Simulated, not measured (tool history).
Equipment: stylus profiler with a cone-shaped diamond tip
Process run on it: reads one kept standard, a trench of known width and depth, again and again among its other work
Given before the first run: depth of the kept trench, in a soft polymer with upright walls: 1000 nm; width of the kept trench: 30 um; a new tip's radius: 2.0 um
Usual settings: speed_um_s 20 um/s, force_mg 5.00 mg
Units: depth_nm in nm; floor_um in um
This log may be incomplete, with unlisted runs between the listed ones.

run   hour  speed_um_s  force_mg  depth_nm  floor_um
  1    0.0          20      5.00   1010.65     26.42
  2   34.6          20      5.00   1010.51     26.45
  3   73.8          20      7.21   1013.08     26.47
  4  114.9          20      7.21   1013.15     26.45
  5  138.7          20      7.21   1013.62     26.46
  6  165.4          20      6.84   1012.75     26.48
  7  190.3          20      5.00   1010.49     26.44
  8  233.4          20      5.00   1010.96     26.44
  9  272.2          12      6.74   1012.83     26.51
 10  313.8          16      4.48   1009.94     26.52
 11  351.4           7     10.54   1017.05     26.49
 12  390.9          36      3.71   1008.74     26.44
 13  423.1          23      4.82   1010.04     26.46
 14  471.5           5      6.86   1013.14     26.51
 15  495.8           5      6.86   1013.11     26.55

Consider 5 possible next runs. They are alternatives, not a sequence: every one starts from the tool as it was left by run 15. What does each give?
  A  519.0          12     10.71         ?         ?
  B  519.0          28      2.17         ?         ?
  C  519.0          19      6.38         ?         ?
  D  519.0           5      2.82         ?         ?
  E  519.0           6      5.15         ?         ?

run  depth_nm  floor_um
  A   1017.28     26.51
  B   1005.44     26.43
  C   1011.89     26.49
  D   1007.06     26.50
  E   1010.77     26.53
Had the tool no hidden state, the same runs would have come out as:
run  depth_nm  floor_um
  A   1017.26     26.51
  B   1005.42     26.43
  C   1011.88     26.49
  D   1007.04     26.50
  E   1010.76     26.53
